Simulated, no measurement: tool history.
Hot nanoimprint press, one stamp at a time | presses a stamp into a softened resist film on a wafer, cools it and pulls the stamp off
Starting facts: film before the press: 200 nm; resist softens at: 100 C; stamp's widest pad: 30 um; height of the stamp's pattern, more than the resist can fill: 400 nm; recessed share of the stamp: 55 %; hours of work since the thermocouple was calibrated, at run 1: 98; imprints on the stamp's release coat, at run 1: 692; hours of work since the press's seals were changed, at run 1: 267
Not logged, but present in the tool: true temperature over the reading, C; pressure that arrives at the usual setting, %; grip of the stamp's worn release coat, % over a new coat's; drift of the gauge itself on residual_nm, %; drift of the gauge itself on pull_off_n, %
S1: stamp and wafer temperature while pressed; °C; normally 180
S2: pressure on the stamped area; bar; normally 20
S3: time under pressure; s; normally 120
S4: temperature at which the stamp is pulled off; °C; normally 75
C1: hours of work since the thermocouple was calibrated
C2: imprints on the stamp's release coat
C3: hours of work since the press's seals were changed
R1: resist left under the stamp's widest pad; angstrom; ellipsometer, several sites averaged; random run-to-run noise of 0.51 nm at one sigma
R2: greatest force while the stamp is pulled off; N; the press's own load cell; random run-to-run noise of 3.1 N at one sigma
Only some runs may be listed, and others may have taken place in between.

{"run": 1, "day": 0.0, "S1": 180, "S2": 20, "S3": 120, "S4": 75, "C1": 98, "C2": 692, "C3": 267, "R1": 736, "R2": 163}
{"run": 2, "day": 1.933, "S1": 180, "S2": 20, "S3": 120, "S4": 75, "C1": 128, "C2": 901, "C3": 296, "R1": 735, "R2": 153}
{"run": 3, "day": 3.921, "S1": 180, "S2": 20, "S3": 120, "S4": 75, "C1": 158, "C2": 1115, "C3": 326, "R1": 736, "R2": 173}
{"run": 4, "day": 5.85, "S1": 173, "S2": 20, "S3": 120, "S4": 75, "C1": 187, "C2": 1323, "C3": 356, "R1": 952, "R2": 169}
{"run": 5, "day": 7.392, "S1": 173, "S2": 20, "S3": 120, "S4": 62, "C1": 211, "C2": 1489, "C3": 379, "R1": 945, "R2": 212}
{"run": 6, "day": 9.708, "S1": 180, "S2": 20, "S3": 154, "S4": 75, "C1": 246, "C2": 1738, "C3": 415, "R1": 657, "R2": 178}
{"run": 7, "day": 10.654, "S1": 180, "S2": 20, "S3": 154, "S4": 75, "C1": 261, "C2": 1840, "C3": 429, "R1": 659, "R2": 178}
{"run": 8, "day": 12.446, "S1": 180, "S2": 20, "S3": 154, "S4": 75, "C1": 288, "C2": 2033, "C3": 456, "R1": 659, "R2": 174}
{"day": 13.688, "done": "stamp cleaned and given a new release coat"}
{"run": 9, "day": 13.829, "S1": 180, "S2": 20, "S3": 85, "S4": 75, "C1": 305, "C2": 15, "C3": 474, "R1": 821, "R2": 142}
{"run": 10, "day": 15.775, "S1": 180, "S2": 20, "S3": 85, "S4": 75, "C1": 335, "C2": 225, "C3": 503, "R1": 806, "R2": 154}
{"run": 11, "day": 16.996, "S1": 180, "S2": 20, "S3": 85, "S4": 75, "C1": 353, "C2": 356, "C3": 522, "R1": 809, "R2": 149}
{"run": 12, "day": 18.992, "S1": 180, "S2": 20, "S3": 85, "S4": 75, "C1": 384, "C2": 571, "C3": 552, "R1": 810, "R2": 155}
{"run": 13, "day": 20.8, "S1": 180, "S2": 20, "S3": 85, "S4": 75, "C1": 412, "C2": 766, "C3": 580, "R1": 812, "R2": 158}
{"run": 14, "day": 22.092, "S1": 170, "S2": 20, "S3": 120, "S4": 75, "C1": 431, "C2": 905, "C3": 600, "R1": 1024, "R2": 157}
{"day": 22.35, "done": "plate thermocouple calibrated"}
{"run": 15, "day": 23.167, "S1": 180, "S2": 20, "S3": 147, "S4": 75, "C1": 12, "C2": 1007, "C3": 614, "R1": 653, "R2": 158}
{"run": 16, "day": 24.392, "S1": 191, "S2": 21.2, "S3": 200, "S4": 75, "C1": 31, "C2": 1139, "C3": 633, "R1": 383, "R2": 167}
{"run": 17, "day": 25.883, "S1": 191, "S2": 21.2, "S3": 200, "S4": 75, "C1": 54, "C2": 1300, "C3": 656, "R1": 376, "R2": 161}
{"run": 18, "day": 27.388, "S1": 191, "S2": 21.2, "S3": 200, "S4": 75, "C1": 77, "C2": 1462, "C3": 679, "R1": 374, "R2": 171}
{"run": 19, "day": 29.004, "S1": 169, "S2": 14.8, "S3": 123, "S4": 62, "C1": 101, "C2": 1636, "C3": 703, "R1": 1170, "R2": 206}
{"run": 20, "day": 31.158, "S1": 169, "S2": 25.6, "S3": 123, "S4": 65, "C1": 134, "C2": 1868, "C3": 736, "R1": 916, "R2": 208}
{"run": 21, "day": 32.917, "S1": 169, "S2": 25.6, "S3": 123, "S4": 65, "C1": 161, "C2": 2058, "C3": 763, "R1": 923, "R2": 206}
{"day": 33.988, "done": "stamp cleaned and given a new release coat"}
{"day": 34.242, "done": "plate thermocouple calibrated, once more"}
{"run": 22, "day": 34.425, "S1": 172, "S2": 20, "S3": 120, "S4": 76, "C1": 3, "C2": 34, "C3": 780, "R1": 1002, "R2": 143}
{"run": 23, "day": 36.417, "S1": 180, "S2": 20, "S3": 61, "S4": 75, "C1": 33, "C2": 248, "C3": 811, "R1": 951, "R2": 152}
{"run": 24, "day": 37.812, "S1": 180, "S2": 19.3, "S3": 61, "S4": 80, "C1": 54, "C2": 398, "C3": 832, "R1": 977, "R2": 139}
{"run": 25, "day": 38.771, "S1": 172, "S2": 19.3, "S3": 61, "S4": 78, "C1": 69, "C2": 502, "C3": 846, "R1": 1251, "R2": 147}
{"run": 26, "day": 40.796, "S1": 184, "S2": 20, "S3": 120, "S4": 75, "C1": 100, "C2": 720, "C3": 877, "R1": 642, "R2": 162}
{"day": 41.275, "done": "press's hydraulic seals changed and the load cell set to zero"}
{"run": 27, "day": 42.575, "S1": 179, "S2": 12, "S3": 129, "S4": 80, "C1": 122, "C2": 876, "C3": 20, "R1": 942, "R2": 141}
{"run": 28, "day": 44.862, "S1": 179, "S2": 12, "S3": 129, "S4": 70, "C1": 157, "C2": 1122, "C3": 55, "R1": 937, "R2": 179}
{"run": 29, "day": 46.925, "S1": 179, "S2": 12, "S3": 71, "S4": 69, "C1": 188, "C2": 1344, "C3": 86, "R1": 1132, "R2": 191}

Across each entry between runs, compare the hidden state at the last listed run before it with the hidden state at the first listed run after it:
Logged between run 8 and run 9: stamp cleaned and given a new release coat (day 13.688)
  true temperature over the reading, C: 0.93 -> 0.99; pressure that arrives at the usual setting, %: 97.16 -> 97.06; grip of the stamp's worn release coat, % over a new coat's: 21.7 -> 0.2
  measured less the result without the state, R1: -13 -> -17 angstrom; R2: +29 -> -3 N
Logged between run 14 and run 15: plate thermocouple calibrated (day 22.35)
  true temperature over the reading, C: 1.47 -> 1.78; pressure that arrives at the usual setting, %: 96.35 -> 96.27; grip of the stamp's worn release coat, % over a new coat's: 9.5 -> 10.5
  measured less the result without the state, R1: -38 -> -30 angstrom; R2: +9 -> +10 N
Logged between run 21 and run 22: stamp cleaned and given a new release coat (day 33.988); plate thermocouple calibrated, once more (day 34.242)
  true temperature over the reading, C: 2.34 -> 0.11; pressure that arrives at the usual setting, %: 95.46 -> 95.36; grip of the stamp's worn release coat, % over a new coat's: 22 -> 0.3
  measured less the result without the state, R1: -58 -> +19 angstrom; R2: +30 -> +0 N
Logged between run 26 and run 27: press's hydraulic seals changed and the load cell set to zero (day 41.275)
  true temperature over the reading, C: 0.47 -> 0.55; pressure that arrives at the usual setting, %: 94.79 -> 99.72; grip of the stamp's worn release coat, % over a new coat's: 7.5 -> 9.1
  measured less the result without the state, R1: +8 -> -17 angstrom; R2: +10 -> +10 N
